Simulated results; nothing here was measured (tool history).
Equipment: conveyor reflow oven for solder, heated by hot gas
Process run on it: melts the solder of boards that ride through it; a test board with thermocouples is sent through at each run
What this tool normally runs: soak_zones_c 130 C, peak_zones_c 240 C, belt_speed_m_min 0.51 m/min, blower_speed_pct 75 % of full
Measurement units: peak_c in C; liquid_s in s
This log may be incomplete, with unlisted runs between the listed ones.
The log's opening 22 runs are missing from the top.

run   hour  soak_zones_c  peak_zones_c  belt_speed_m_min  blower_speed_pct  peak_c  liquid_s
 23  283.2           126           247             0.583                75   220.3      52.4
 24  293.2           126           247             0.583                75   221.3      51.5
 25  306.5           120           237             0.561                70   211.5      44.7
       324  -- flux residue cleaned out of gas plates and filters, once more
 26  328.2           117           232              0.51                75   212.9      51.8
 27  336.1           117           232              0.51                75   212.3      51.3
 28  348.9           117           232              0.51                75   213.5      52.3
 29  365.5           116           242             0.556                86   220.1      53.2
 30  380.5           116           242             0.556                86     221      53.1

Predict each of these 5 candidate next runs independently; none follows another, all start after run 30:
  A  388.9           116           244             0.556                61       ?         ?
  B  388.9           127           228              0.51                65       ?         ?
  C  388.9           135           242             0.556                87       ?         ?
  D  388.9           133           233             0.556                55       ?         ?
  E  388.9           116           250             0.556                60       ?         ?

run  peak_c  liquid_s
  A   215.2      48.4
  B   208.7      49.9
  C   223.5      61.2
  D   207.2      46.7
  E   220.1      51.9
What these runs would have given with no unlogged condition in the tool:
run  peak_c  liquid_s
  A   217.6      49.9
  B   211.2        52
  C   226.1      62.2
  D   209.5      48.6
  E   222.5      53.2
